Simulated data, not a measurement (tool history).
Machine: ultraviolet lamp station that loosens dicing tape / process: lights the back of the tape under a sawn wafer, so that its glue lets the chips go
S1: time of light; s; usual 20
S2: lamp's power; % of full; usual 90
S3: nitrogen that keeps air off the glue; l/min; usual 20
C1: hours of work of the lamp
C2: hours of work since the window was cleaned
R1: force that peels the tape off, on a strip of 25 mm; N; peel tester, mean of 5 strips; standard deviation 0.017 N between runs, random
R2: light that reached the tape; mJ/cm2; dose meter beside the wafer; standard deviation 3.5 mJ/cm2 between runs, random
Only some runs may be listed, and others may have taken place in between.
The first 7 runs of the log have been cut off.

| run | hour | S1 | S2 | S3 | C1 | C2 | R1 | R2 |
|---|---|---|---|---|---|---|---|---|
| 8 | 266.3 | 20 | 76 | 20 | 203 | 398 | 1.602 | 419 |
| 9 | 300.4 | 20 | 76 | 20 | 219 | 414 | 1.636 | 415 |
| 10 | 345.1 | 20 | 91 | 20 | 241 | 436 | 1.194 | 489 |
| 11 | 381 | 12 | 90 | 20 | 258 | 454 | 2.873 | 292 |
| 12 | 430.8 | 12 | 90 | 20 | 283 | 478 | 2.92 | 284 |
| 13 | 456.5 | 20 | 90 | 20 | 295 | 490 | 1.336 | 465 |
| 14 | 496.2 | 20 | 90 | 20 | 314 | 509 | 1.371 | 466 |
| 15 | 540.8 | 20 | 90 | 20 | 336 | 531 | 1.388 | 453 |
| 16 | 567.2 | 20 | 93 | 20 | 349 | 544 | 1.288 | 464 |
| 17 | 619.1 | 20 | 93 | 20 | 374 | 569 | 1.338 | 459 |
| 18 | 649.7 | 20 | 90 | 20 | 389 | 584 | 1.507 | 434 |
| 19 | 682.6 | 17 | 90 | 20 | 405 | 600 | 1.961 | 371 |
| 20 | 715.1 | 20 | 90 | 20 | 421 | 616 | 1.512 | 432 |
| 21 | 748.1 | 20 | 90 | 20 | 437 | 632 | 1.539 | 429 |

Expected results for the next run?
| 22 | 770.8 | 20 | 90 | 20 | 448 | 643 | ? | ? |

R1: 1.651 N
R2: 421 mJ/cm2
Minus the tool's unlogged condition, the same run would have read R1 0.851 N, R2 581 mJ/cm2.
